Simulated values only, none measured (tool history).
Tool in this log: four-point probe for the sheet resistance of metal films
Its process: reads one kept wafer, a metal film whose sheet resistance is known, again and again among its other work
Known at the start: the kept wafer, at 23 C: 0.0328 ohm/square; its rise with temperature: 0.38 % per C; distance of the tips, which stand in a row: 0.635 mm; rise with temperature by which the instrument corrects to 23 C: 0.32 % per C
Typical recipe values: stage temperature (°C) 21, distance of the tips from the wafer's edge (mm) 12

run	hour	stage temperature (°C)	distance of the tips from the wafer's edge (mm)	sheet resistance as the instrument gives it (ohm/square)
1	0.0	21	12	0.032814
2	77.7	20	12	0.032783
3	154.6	20	12	0.032788
# hour 165.0: new probe head fitted
4	246.4	28	12	0.032945
5	385.0	20	12	0.032781
6	526.1	21	12	0.032805
7	648.4	21	21	0.032771
8	794.7	21	8	0.032861
9	872.3	21	3	0.033536
10	947.7	21	12	0.032810
11	1081.5	21	11	0.032820
# hour 1125.5: stage's thermometer calibrated
12	1204.3	27	3	0.033659
13	1301.4	27	3	0.033653
14	1416.7	27	3	0.033648
15	1559.7	27	3	0.033643
16	1633.6	27	3	0.033650
17	1734.8	28	7	0.033045
18	1803.8	35	24	0.033035
19	1874.6	33	12	0.033041
20	1967.4	33	12	0.033030
21	2064.5	26	33	0.032856

Predict each of these 3 candidate next runs independently; none follows another, all start after run 21:
A	2161.2	34	33	?
B	2161.2	23	21	?
C	2161.2	23	7	?

run	sheet resistance as the instrument gives it (ohm/square)
A	0.033015
B	0.032809
C	0.032954
What these runs would have given with no unlogged condition in the tool:
run	sheet resistance as the instrument gives it (ohm/square)
A	0.033018
B	0.032811
C	0.032957

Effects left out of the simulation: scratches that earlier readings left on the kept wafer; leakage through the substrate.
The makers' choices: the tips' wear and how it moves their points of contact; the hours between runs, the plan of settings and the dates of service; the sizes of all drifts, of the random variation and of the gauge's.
